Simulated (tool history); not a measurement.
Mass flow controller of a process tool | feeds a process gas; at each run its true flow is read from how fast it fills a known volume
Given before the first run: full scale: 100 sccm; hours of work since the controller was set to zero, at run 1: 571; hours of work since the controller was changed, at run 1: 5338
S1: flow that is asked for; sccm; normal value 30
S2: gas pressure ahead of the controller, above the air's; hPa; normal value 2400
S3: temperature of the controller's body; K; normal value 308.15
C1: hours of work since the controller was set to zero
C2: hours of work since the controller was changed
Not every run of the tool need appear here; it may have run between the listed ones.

{"run": 1, "hour": 0.0, "S1": 30, "S2": 2400, "S3": 308.15, "C1": 571, "C2": 5338, "true flow (%)": 98.82}
{"run": 2, "hour": 190.0, "S1": 30, "S2": 2400, "S3": 308.15, "C1": 684, "C2": 5451, "true flow (%)": 98.85}
{"run": 3, "hour": 430.0, "S1": 30, "S2": 2400, "S3": 301.15, "C1": 827, "C2": 5594, "true flow (%)": 98.71}
{"run": 4, "hour": 570.9, "S1": 16, "S2": 2400, "S3": 308.15, "C1": 911, "C2": 5678, "true flow (%)": 99.27}
{"run": 5, "hour": 822.8, "S1": 30, "S2": 2400, "S3": 312.15, "C1": 1061, "C2": 5828, "true flow (%)": 98.99}
{"run": 6, "hour": 1068.7, "S1": 30, "S2": 2400, "S3": 312.15, "C1": 1207, "C2": 5974, "true flow (%)": 98.97}
{"run": 7, "hour": 1183.4, "S1": 30, "S2": 2400, "S3": 312.15, "C1": 1276, "C2": 6042, "true flow (%)": 98.83}
{"run": 8, "hour": 1407.2, "S1": 30, "S2": 2400, "S3": 312.15, "C1": 1409, "C2": 6176, "true flow (%)": 99.06}
{"run": 9, "hour": 1615.8, "S1": 30, "S2": 2400, "S3": 308.15, "C1": 1533, "C2": 6300, "true flow (%)": 98.85}
{"run": 10, "hour": 1880.0, "S1": 30, "S2": 2400, "S3": 308.15, "C1": 1690, "C2": 6457, "true flow (%)": 98.92}
{"run": 11, "hour": 2094.0, "S1": 30, "S2": 2400, "S3": 301.15, "C1": 1818, "C2": 6585, "true flow (%)": 98.83}
{"run": 12, "hour": 2260.0, "S1": 30, "S2": 2400, "S3": 301.15, "C1": 1916, "C2": 6683, "true flow (%)": 98.79}
{"run": 13, "hour": 2462.6, "S1": 30, "S2": 2400, "S3": 311.15, "C1": 2037, "C2": 6804, "true flow (%)": 99.03}
{"run": 14, "hour": 2682.9, "S1": 30, "S2": 2400, "S3": 308.15, "C1": 2168, "C2": 6935, "true flow (%)": 98.94}
{"run": 15, "hour": 2882.2, "S1": 30, "S2": 2140, "S3": 308.15, "C1": 2287, "C2": 7054, "true flow (%)": 98.91}
{"run": 16, "hour": 2991.2, "S1": 30, "S2": 2140, "S3": 308.15, "C1": 2352, "C2": 7119, "true flow (%)": 98.93}
{"run": 17, "hour": 3151.0, "S1": 30, "S2": 2140, "S3": 308.15, "C1": 2447, "C2": 7214, "true flow (%)": 98.89}
{"run": 18, "hour": 3361.1, "S1": 30, "S2": 2400, "S3": 295.15, "C1": 2572, "C2": 7339, "true flow (%)": 98.61}
{"run": 19, "hour": 3545.1, "S1": 30, "S2": 2400, "S3": 308.15, "C1": 2682, "C2": 7449, "true flow (%)": 99.07}
{"run": 20, "hour": 3758.8, "S1": 30, "S2": 2400, "S3": 308.15, "C1": 2809, "C2": 7576, "true flow (%)": 99.1}
{"run": 21, "hour": 3883.1, "S1": 30, "S2": 2400, "S3": 308.15, "C1": 2883, "C2": 7650, "true flow (%)": 99.11}
{"run": 22, "hour": 4006.5, "S1": 30, "S2": 2400, "S3": 308.15, "C1": 2956, "C2": 7723, "true flow (%)": 99.02}
{"run": 23, "hour": 4123.8, "S1": 30, "S2": 2400, "S3": 308.15, "C1": 3026, "C2": 7793, "true flow (%)": 99.06}
{"run": 24, "hour": 4256.4, "S1": 30, "S2": 2400, "S3": 301.15, "C1": 3105, "C2": 7872, "true flow (%)": 98.91}
{"run": 25, "hour": 4512.3, "S1": 11, "S2": 2400, "S3": 300.15, "C1": 3257, "C2": 8024, "true flow (%)": 101.3}
{"run": 26, "hour": 4649.5, "S1": 14, "S2": 1440, "S3": 296.15, "C1": 3339, "C2": 8106, "true flow (%)": 100.08}
{"run": 27, "hour": 4914.4, "S1": 14, "S2": 1440, "S3": 296.15, "C1": 3497, "C2": 8264, "true flow (%)": 100.22}
{"run": 28, "hour": 5178.9, "S1": 49, "S2": 2600, "S3": 298.15, "C1": 3654, "C2": 8421, "true flow (%)": 98.43}
{"run": 29, "hour": 5414.9, "S1": 49, "S2": 2600, "S3": 298.15, "C1": 3795, "C2": 8562, "true flow (%)": 98.42}
{"run": 30, "hour": 5557.1, "S1": 49, "S2": 2600, "S3": 298.15, "C1": 3880, "C2": 8647, "true flow (%)": 98.41}
{"run": 31, "hour": 5694.1, "S1": 14, "S2": 2400, "S3": 294.15, "C1": 3961, "C2": 8728, "true flow (%)": 100.75}
{"run": 32, "hour": 5892.8, "S1": 17, "S2": 2400, "S3": 308.15, "C1": 4079, "C2": 8846, "true flow (%)": 100.61}
{"run": 33, "hour": 6155.7, "S1": 17, "S2": 2310, "S3": 309.15, "C1": 4236, "C2": 9003, "true flow (%)": 100.51}
{"run": 34, "hour": 6416.6, "S1": 30, "S2": 2780, "S3": 308.15, "C1": 4391, "C2": 9158, "true flow (%)": 99.41}
{"run": 35, "hour": 6580.7, "S1": 30, "S2": 2780, "S3": 308.15, "C1": 4489, "C2": 9256, "true flow (%)": 99.36}
{"run": 36, "hour": 6840.5, "S1": 30, "S2": 2780, "S3": 308.15, "C1": 4644, "C2": 9411, "true flow (%)": 99.43}
{"hour": 6926.1, "done": "controller's zero set anew"}
{"run": 37, "hour": 7098.4, "S1": 26, "S2": 2090, "S3": 308.15, "C1": 103, "C2": 9564, "true flow (%)": 97.23}
{"run": 38, "hour": 7224.9, "S1": 26, "S2": 2090, "S3": 308.15, "C1": 178, "C2": 9639, "true flow (%)": 97.28}
{"run": 39, "hour": 7398.2, "S1": 60, "S2": 1440, "S3": 307.15, "C1": 281, "C2": 9742, "true flow (%)": 97.09}
{"run": 40, "hour": 7583.5, "S1": 30, "S2": 1780, "S3": 308.15, "C1": 391, "C2": 9853, "true flow (%)": 97.33}
{"run": 41, "hour": 7765.3, "S1": 42, "S2": 1570, "S3": 304.15, "C1": 500, "C2": 9961, "true flow (%)": 96.93}
{"run": 42, "hour": 7936.6, "S1": 42, "S2": 1570, "S3": 304.15, "C1": 602, "C2": 10063, "true flow (%)": 96.96}
{"run": 43, "hour": 8068.0, "S1": 42, "S2": 1570, "S3": 304.15, "C1": 680, "C2": 10141, "true flow (%)": 97.01}
{"run": 44, "hour": 8296.6, "S1": 67, "S2": 2410, "S3": 312.15, "C1": 816, "C2": 10277, "true flow (%)": 97.42}
{"run": 45, "hour": 8542.6, "S1": 11, "S2": 2750, "S3": 305.15, "C1": 962, "C2": 10424, "true flow (%)": 98.39}
{"run": 46, "hour": 8704.7, "S1": 11, "S2": 2750, "S3": 305.15, "C1": 1059, "C2": 10520, "true flow (%)": 98.58}
{"run": 47, "hour": 8873.0, "S1": 11, "S2": 2750, "S3": 305.15, "C1": 1159, "C2": 10620, "true flow (%)": 98.32}

Branching from run 47: 5 alternative next runs. What would each branch give?
{"run": "A", "hour": 9000.8, "S1": 21, "S2": 2270, "S3": 310.15, "C1": 1235, "C2": 10697, "true flow (%)": "?"}
{"run": "B", "hour": 9000.8, "S1": 64, "S2": 2400, "S3": 295.15, "C1": 1235, "C2": 10697, "true flow (%)": "?"}
{"run": "C", "hour": 9000.8, "S1": 30, "S2": 2010, "S3": 308.15, "C1": 1235, "C2": 10697, "true flow (%)": "?"}
{"run": "D", "hour": 9000.8, "S1": 22, "S2": 2340, "S3": 305.15, "C1": 1235, "C2": 10697, "true flow (%)": "?"}
{"run": "E", "hour": 9000.8, "S1": 18, "S2": 2750, "S3": 301.15, "C1": 1235, "C2": 10697, "true flow (%)": "?"}

run=A true_flow_(%)=97.70
run=B true_flow_(%)=97.00
run=C true_flow_(%)=97.36
run=D true_flow_(%)=97.68
run=E true_flow_(%)=97.70
What these runs would have given with no unlogged condition in the tool:
run=A true_flow_(%)=100.06
run=B true_flow_(%)=99.95
run=C true_flow_(%)=99.98
run=D true_flow_(%)=100.08
run=E true_flow_(%)=99.92
